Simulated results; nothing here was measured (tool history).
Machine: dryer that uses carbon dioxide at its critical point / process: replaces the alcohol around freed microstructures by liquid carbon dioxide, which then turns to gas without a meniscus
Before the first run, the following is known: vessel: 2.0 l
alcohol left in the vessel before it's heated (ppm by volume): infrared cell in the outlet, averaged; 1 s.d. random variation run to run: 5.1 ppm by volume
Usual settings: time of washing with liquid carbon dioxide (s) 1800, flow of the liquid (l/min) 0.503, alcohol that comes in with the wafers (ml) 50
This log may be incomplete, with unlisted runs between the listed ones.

run     day  time of washing with liquid carbon dioxide (s)  flow of the liquid (l/min)  alcohol that comes in with the wafers (ml)  alcohol left in the vessel before it's heated (ppm by volume)
  1   0.000                                            1800                       0.503                                          50                                                             89
  2   0.317                                            1800                       0.503                                          50                                                             95
  3   0.929                                            1800                       0.503                                          50                                                             82
  4   1.625                                            1800                       0.503                                          50                                                             83
  5   1.971                                            1800                       0.503                                          50                                                             98
  6   2.700                                            1800                       0.394                                          50                                                            299
  7   3.138                                            1800                       0.394                                          50                                                            293
  8   3.567                                            1800                       0.468                                          50                                                            145
  9   4.225                                            1800                       0.468                                          50                                                            144
 10   4.608                                            1800                       0.468                                          50                                                            149
 11   4.958                                            1800                       0.468                                          50                                                            141
 12   5.625                                            1800                       0.468                                          50                                                            143
 13   6.362                                            1800                       0.468                                          50                                                            153
 14   7.096                                            1800                       0.468                                          50                                                            147
 15   7.608                                            1560                       0.503                                          50                                                            209
 16   8.000                                            1560                       0.503                                          50                                                            208
 17   8.412                                            1200                       0.818                                          37                                                             71
 18   9.158                                            1800                       0.818                                          24                                                             50
 19   9.704                                            1800                       0.792                                          46                                                             43
 20  10.388                                            1320                       0.513                                          36                                                            291
 21  11.058                                            1320                       0.510                                          36                                                            312
 22  11.396                                            1380                       0.410                                          26                                                            434
 23  11.738                                            1380                       0.410                                          26                                                            446
 24  12.417                                            2340                       0.808                                          42                                                             42
     12.938  -- inlet filter changed
 25  13.121                                            2580                       0.638                                         100                                                             50
 26  13.529                                            2580                       0.638                                         100                                                             51
 27  14.083                                            1800                       0.356                                          50                                                            367
 28  14.496                                            1800                       0.478                                          25                                                             80
 29  14.946                                            1800                       0.478                                          25                                                             80
 30  15.271                                            1800                       0.478                                          25                                                             88
 31  15.604                                            1800                       0.478                                          25                                                             77
 32  16.108                                            1080                       0.490                                          54                                                            778

What would each run have given without the hidden state, its run-to-run variation left as it was?
What the log doesn't record here: flow that reaches the vessel past the clogged filter, %; alcohol in the recycled carbon dioxide, ppm; drift of the gauge itself on alcohol_ppm, %.
run  alcohol left in the vessel before it's heated (ppm by volume)
  1                                                             49
  2                                                             55
  3                                                             39
  4                                                             38
  5                                                             52
  6                                                            203
  7                                                            195
  8                                                             83
  9                                                             78
 10                                                             82
 11                                                             72
 12                                                             72
 13                                                             77
 14                                                             69
 15                                                            112
 16                                                            107
 17                                                             22
 18                                                             12
 19                                                              4
 20                                                            157
 21                                                            168
 22                                                            259
 23                                                            267
 24                                                              1
 25                                                              7
 26                                                              8
 27                                                            313
 28                                                             33
 29                                                             32
 30                                                             39
 31                                                             29
 32                                                            679

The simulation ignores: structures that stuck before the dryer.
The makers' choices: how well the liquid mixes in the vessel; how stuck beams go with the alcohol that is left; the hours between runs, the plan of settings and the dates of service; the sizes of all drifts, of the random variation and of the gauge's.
